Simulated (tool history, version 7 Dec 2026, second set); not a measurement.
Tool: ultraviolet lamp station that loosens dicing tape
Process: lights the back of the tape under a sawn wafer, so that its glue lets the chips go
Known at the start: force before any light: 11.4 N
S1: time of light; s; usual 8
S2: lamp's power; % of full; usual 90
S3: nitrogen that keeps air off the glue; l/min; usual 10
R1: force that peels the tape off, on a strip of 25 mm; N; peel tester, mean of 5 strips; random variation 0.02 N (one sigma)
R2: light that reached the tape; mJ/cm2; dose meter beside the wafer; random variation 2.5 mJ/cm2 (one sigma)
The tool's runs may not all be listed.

run 1 hour=0 | S1=8 S2=90 S3=10 | R1=1.183 R2=262
run 2 hour=9.2 | S1=8 S2=76 S3=10 | R1=1.719 R2=221
run 3 hour=18.7 | S1=8 S2=76 S3=10 | R1=1.667 R2=225
run 4 hour=32.1 | S1=8 S2=76 S3=10 | R1=1.718 R2=222
run 5 hour=42.8 | S1=8 S2=76 S3=10 | R1=1.681 R2=224
run 6 hour=49.7 | S1=12 S2=90 S3=10 | R1=0.48 R2=389
run 7 hour=61.8 | S1=12 S2=90 S3=10 | R1=0.461 R2=385
run 8 hour=70.6 | S1=11 S2=90 S3=10 | R1=0.585 R2=354
run 9 hour=80.9 | S1=8 S2=90 S3=10 | R1=1.247 R2=257
-- hour=85 window cleaned of glue's vapour
run 10 hour=93.9 | S1=8 S2=90 S3=10 | R1=1.288 R2=253
run 11 hour=103.9 | S1=8 S2=90 S3=10 | R1=1.348 R2=252
run 12 hour=112.7 | S1=8 S2=90 S3=10 | R1=1.269 R2=257
-- hour=115.8 window cleaned of glue's vapour, once more
run 13 hour=128.1 | S1=8 S2=90 S3=10 | R1=1.217 R2=265
run 14 hour=138.3 | S1=8 S2=90 S3=10 | R1=1.196 R2=263
run 15 hour=146.4 | S1=8 S2=90 S3=10 | R1=1.185 R2=261
run 16 hour=158.3 | S1=8 S2=90 S3=9 | R1=1.23 R2=260
run 17 hour=166.7 | S1=8 S2=90 S3=9 | R1=1.304 R2=254
run 18 hour=176.6 | S1=8 S2=90 S3=9 | R1=1.283 R2=261
run 19 hour=186.4 | S1=8 S2=90 S3=9 | R1=1.323 R2=258
run 20 hour=193.8 | S1=8 S2=82 S3=9 | R1=1.588 R2=236
run 21 hour=207.7 | S1=5 S2=90 S3=10 | R1=2.757 R2=157
run 22 hour=217.3 | S1=5 S2=90 S3=10 | R1=2.774 R2=157
run 23 hour=227.8 | S1=11 S2=87 S3=4 | R1=1.269 R2=340
run 24 hour=234 | S1=9 S2=93 S3=10 | R1=0.916 R2=295
run 25 hour=248.6 | S1=10 S2=96 S3=5 | R1=1.114 R2=337
run 26 hour=255.9 | S1=6 S2=74 S3=5 | R1=3.908 R2=157
run 27 hour=269.7 | S1=6 S2=74 S3=5 | R1=3.71 R2=155
run 28 hour=281.8 | S1=9 S2=90 S3=10 | R1=1.026 R2=281
run 29 hour=294.9 | S1=14 S2=90 S3=10 | R1=0.345 R2=436
run 30 hour=305.8 | S1=5 S2=91 S3=10 | R1=2.898 R2=161
run 31 hour=319.2 | S1=8 S2=90 S3=16 | R1=1.042 R2=247
run 32 hour=326.8 | S1=10 S2=90 S3=10 | R1=0.85 R2=308
run 33 hour=335.9 | S1=7 S2=61 S3=4 | R1=4.26 R2=143
run 34 hour=345.7 | S1=7 S2=61 S3=4 | R1=4.44 R2=143
run 35 hour=353.8 | S1=7 S2=61 S3=4 | R1=4.261 R2=141
run 36 hour=363.8 | S1=5 S2=61 S3=8 | R1=4.867 R2=102
run 37 hour=370.7 | S1=12 S2=90 S3=4 | R1=1.085 R2=361
run 38 hour=377.7 | S1=12 S2=90 S3=4 | R1=1.143 R2=360
run 39 hour=391.8 | S1=5 S2=69 S3=4 | R1=5.462 R2=115
run 40 hour=401.2 | S1=8 S2=72 S3=9 | R1=2.314 R2=191
run 41 hour=413.7 | S1=8 S2=72 S3=9 | R1=2.237 R2=187
run 42 hour=426.7 | S1=8 S2=90 S3=5 | R1=2.215 R2=234
run 43 hour=438.5 | S1=8 S2=90 S3=5 | R1=2.17 R2=228

4 ways to go on from here, each from the tool as it stands after run 43. What would each give?
run A hour=446.9 | S1=12 S2=90 S3=5 | R1=? R2=?
run B hour=446.9 | S1=6 S2=90 S3=5 | R1=? R2=?
run C hour=446.9 | S1=5 S2=83 S3=10 | R1=? R2=?
run D hour=446.9 | S1=7 S2=77 S3=17 | R1=? R2=?

run=A R1=0.989 R2=344
run=B R1=3.245 R2=174
run=C R1=3.476 R2=135
run=D R1=2.061 R2=172
Without the tool's hidden state the same runs would have given:
run=A R1=0.581 R2=429
run=B R1=2.407 R2=217
run=C R1=2.612 R2=168
run=D R1=1.368 R2=215

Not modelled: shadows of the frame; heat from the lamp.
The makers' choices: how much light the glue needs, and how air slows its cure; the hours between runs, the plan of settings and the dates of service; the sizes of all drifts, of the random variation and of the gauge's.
